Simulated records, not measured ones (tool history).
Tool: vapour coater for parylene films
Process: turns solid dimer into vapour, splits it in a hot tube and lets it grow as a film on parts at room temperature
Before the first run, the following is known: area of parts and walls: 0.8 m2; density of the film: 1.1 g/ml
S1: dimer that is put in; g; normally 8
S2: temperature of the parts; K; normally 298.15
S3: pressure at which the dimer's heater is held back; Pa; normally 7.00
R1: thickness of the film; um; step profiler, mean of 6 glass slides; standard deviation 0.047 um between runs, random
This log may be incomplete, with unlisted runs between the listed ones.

Run 1, day 0.000: usual settings. Result: R1 4.92 um.
Run 2, day 0.767: usual settings. Result: R1 4.86 um.
Run 3, day 1.438: usual settings but S2 304.15 K. Result: R1 4.42 um.
Run 4, day 2.021: usual settings but S2 304.15 K. Result: R1 4.43 um.
Run 5, day 2.408: usual settings. Result: R1 4.90 um.
Run 6, day 2.888: usual settings but S1 6 g. Result: R1 3.60 um.
Run 7, day 3.733: usual settings but S1 6 g. Result: R1 3.62 um.
Run 8, day 4.604: usual settings but S3 2.16 Pa. Result: R1 5.13 um.
Run 9, day 5.046: usual settings but S3 2.16 Pa. Result: R1 5.12 um.
Run 10, day 5.954: usual settings. Result: R1 4.75 um.
Run 11, day 6.500: usual settings. Result: R1 4.71 um.
Run 12, day 7.367: usual settings. Result: R1 4.70 um.
Run 13, day 7.842: usual settings. Result: R1 4.71 um.
At day 7.967: table's thermometer calibrated.
At day 8.417: trap's valve overhauled.
Run 14, day 8.888: usual settings but S2 307.15 K. Result: R1 4.63 um.
Run 15, day 9.746: usual settings but S2 307.15 K. Result: R1 4.55 um.
Run 16, day 10.429: usual settings but S2 307.15 K. Result: R1 4.57 um.
Run 17, day 10.854: usual settings but S2 307.15 K. Result: R1 4.55 um.
At day 11.271: table's thermometer calibrated, once more.
Run 18, day 11.658: usual settings but S2 307.15 K. Result: R1 4.42 um.
Run 19, day 12.167: usual settings but S2 307.15 K. Result: R1 4.50 um.
Run 20, day 12.717: usual settings. Result: R1 5.17 um.
Run 21, day 13.112: usual settings. Result: R1 5.16 um.
Run 22, day 13.642: usual settings. Result: R1 5.12 um.
Run 23, day 14.504: usual settings. Result: R1 5.18 um.
Run 24, day 15.238: usual settings but S3 9.91 Pa. Result: R1 5.03 um.
Run 25, day 15.708: usual settings but S3 9.91 Pa. Result: R1 4.98 um.
Run 26, day 16.079: usual settings but S1 6 g, S2 293.15 K, S3 8.80 Pa. Result: R1 4.12 um.
Run 27, day 16.792: usual settings but S1 6 g, S2 299.15 K, S3 6.68 Pa. Result: R1 3.74 um.
Run 28, day 17.333: usual settings but S2 293.15 K, S3 4.24 Pa. Result: R1 5.55 um.
Run 29, day 18.192: usual settings but S1 9 g, S2 293.15 K, S3 4.24 Pa. Result: R1 6.31 um.
Run 30, day 18.675: usual settings but S2 302.15 K, S3 3.14 Pa. Result: R1 4.91 um.
Run 31, day 19.092: usual settings but S1 7 g, S2 302.15 K, S3 3.14 Pa. Result: R1 4.30 um.
Run 32, day 19.629: usual settings but S1 7 g, S2 302.15 K, S3 3.14 Pa. Result: R1 4.32 um.
Run 33, day 20.421: usual settings but S1 9 g, S2 308.15 K, S3 2.22 Pa. Result: R1 5.12 um.
Run 34, day 21.292: usual settings but S3 9.80 Pa. Result: R1 4.83 um.
Run 35, day 22.075: usual settings but S1 3 g, S3 5.76 Pa. Result: R1 1.88 um.

Run 36 comes next. What will it give?
Run 36, day 22.604: usual settings but S1 4 g, S2 292.15 K, S3 2.52 Pa. Result: R1 ?.

Logged for run 36: R1 2.90 um.
With no hidden state in the tool, this same run would have given R1 3.10 um.

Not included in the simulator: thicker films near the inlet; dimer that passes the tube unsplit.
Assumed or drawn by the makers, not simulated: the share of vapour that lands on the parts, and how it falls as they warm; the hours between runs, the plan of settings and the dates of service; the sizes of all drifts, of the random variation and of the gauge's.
